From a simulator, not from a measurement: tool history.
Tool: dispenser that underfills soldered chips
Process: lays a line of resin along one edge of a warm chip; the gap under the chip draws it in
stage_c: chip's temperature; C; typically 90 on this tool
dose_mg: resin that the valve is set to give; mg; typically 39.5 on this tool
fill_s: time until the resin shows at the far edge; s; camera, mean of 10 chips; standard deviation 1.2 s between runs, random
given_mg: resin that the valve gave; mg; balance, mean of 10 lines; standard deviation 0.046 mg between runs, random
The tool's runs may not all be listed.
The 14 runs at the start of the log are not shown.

| run | hour | stage_c | dose_mg | hours of work since the syringe was changed | hours of work since the valve was cleaned | hours of work since the stage was calibrated | fill_s | given_mg |
|---|---|---|---|---|---|---|---|---|
|  | 61.4 | new syringe of resin |
| 15 | 61.4 | 103 | 39.5 | 0 | 26 | 62 | 84.2 | 39.01 |
| 16 | 68 | 103 | 37 | 4 | 31 | 67 | 123.7 | 36.42 |
|  | 72.2 | new syringe of resin |
| 17 | 73.3 | 87 | 39.5 | 1 | 34 | 70 | 131.5 | 38.85 |
| 18 | 79.5 | 91 | 34.2 | 5 | 38 | 74 | 173.4 | 33.58 |
|  | 82.8 | new syringe of resin |
|  | 86.6 | dispensing valve cleaned and set on the balance |
| 19 | 86.6 | 99 | 33.7 | 2 | 0 | 78 | 112.4 | 33.74 |
| 20 | 91.9 | 99 | 33.7 | 5 | 4 | 82 | 150.3 | 33.66 |
|  | 94.4 | new syringe of resin |
| 21 | 95 | 84 | 44.7 | 0 | 5 | 84 | 136.4 | 44.5 |
| 22 | 97.8 | 83 | 36.6 | 2 | 7 | 85 | 171.4 | 36.48 |
| 23 | 103.5 | 83 | 36.6 | 6 | 11 | 89 | 236.7 | 36.39 |
|  | 105.1 | new syringe of resin |
| 24 | 106.9 | 91 | 43.8 | 1 | 13 | 91 | 122.7 | 43.54 |
| 25 | 111.5 | 98 | 48.4 | 4 | 16 | 94 | 131.9 | 47.99 |
|  | 115.8 | new syringe of resin |
| 26 | 115.8 | 98 | 48.4 | 0 | 19 | 97 | 91.4 | 47.8 |
| 27 | 120 | 90 | 48.3 | 3 | 22 | 100 | 143 | 47.75 |
| 28 | 125.1 | 98 | 42.9 | 6 | 25 | 103 | 154.2 | 42.31 |
|  | 126.6 | new syringe of resin |
| 29 | 129.1 | 98 | 42.9 | 2 | 28 | 106 | 108.1 | 42.32 |
| 30 | 132.9 | 99 | 45.3 | 4 | 30 | 108 | 129.4 | 44.61 |
|  | 137.2 | new syringe of resin |
| 31 | 137.4 | 99 | 45.3 | 0 | 33 | 111 | 95.4 | 44.44 |
| 32 | 144 | 99 | 48.8 | 5 | 37 | 115 | 133.8 | 47.86 |
|  | 147.9 | new syringe of resin |
| 33 | 150.2 | 79 | 48.8 | 2 | 41 | 119 | 173.5 | 47.84 |
|  | 152.5 | dispensing valve cleaned and set on the balance |
| 34 | 155.3 | 92 | 39.5 | 4 | 2 | 122 | 157 | 39.37 |

Here are 4 independent what-if runs from the current tool condition. What would each one return?
| A | 158.4 | 90 | 38.6 | 6 | 4 | 124 | ? | ? |
| B | 158.4 | 92 | 39.5 | 6 | 4 | 124 | ? | ? |
| C | 158.4 | 102 | 47.9 | 6 | 4 | 124 | ? | ? |
| D | 158.4 | 97 | 39.5 | 6 | 4 | 124 | ? | ? |

| run | fill_s | given_mg |
|---|---|---|
| A | 198.2 | 38.43 |
| B | 189 | 39.31 |
| C | 143.7 | 47.67 |
| D | 163.7 | 39.36 |
What these runs would have given with no unlogged condition in the tool:
| run | fill_s | given_mg |
|---|---|---|
| A | 115.1 | 38.63 |
| B | 109.8 | 39.51 |
| C | 83.7 | 47.93 |
| D | 95.1 | 39.56 |

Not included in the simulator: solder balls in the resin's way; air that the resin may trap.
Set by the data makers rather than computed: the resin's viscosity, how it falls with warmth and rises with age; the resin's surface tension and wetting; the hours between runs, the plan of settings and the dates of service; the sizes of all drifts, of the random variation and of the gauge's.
